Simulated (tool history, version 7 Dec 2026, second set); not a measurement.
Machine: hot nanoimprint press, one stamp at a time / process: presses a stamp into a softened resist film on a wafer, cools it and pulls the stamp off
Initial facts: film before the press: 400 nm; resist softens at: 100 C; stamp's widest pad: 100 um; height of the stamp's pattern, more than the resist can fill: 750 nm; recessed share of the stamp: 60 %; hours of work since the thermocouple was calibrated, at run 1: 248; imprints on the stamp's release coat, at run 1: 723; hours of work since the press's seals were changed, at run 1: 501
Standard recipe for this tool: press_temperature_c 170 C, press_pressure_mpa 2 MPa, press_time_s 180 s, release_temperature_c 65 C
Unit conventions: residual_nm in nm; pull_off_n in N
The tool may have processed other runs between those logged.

run	hour	press_temperature_c	press_pressure_mpa	press_time_s	release_temperature_c	hours of work since the thermocouple was calibrated	imprints on the stamp's release coat	hours of work since the press's seals were changed	residual_nm	pull_off_n
1	0	170	2	180	65	248	723	501	194.4	283
2	43.1	170	2	180	65	279	839	532	195.5	301
3	71.5	170	2	181	65	300	916	552	195.4	289
4	120.3	170	2	181	65	335	1047	587	197	316
5	151.5	170	2	181	65	357	1131	609	196.5	314
6	178.6	170	2	290	65	377	1204	629	165.8	335
# hour 205.9: stamp cleaned and given a new release coat
# hour 233.2: plate thermocouple calibrated
7	233.5	170	3.08	180	65	0	66	662	152.8	216
8	258.3	176	2.8	112	65	18	133	680	162	235

For run 9, what comes out?
9	306.3	168	2	141	59	52	262	714	?	?

{"run 9": {"residual_nm": 216.8, "pull_off_n": 250}}
Had the tool carried no hidden state, the very same run would have given residual_nm 212.5 nm, pull_off_n 228 N.
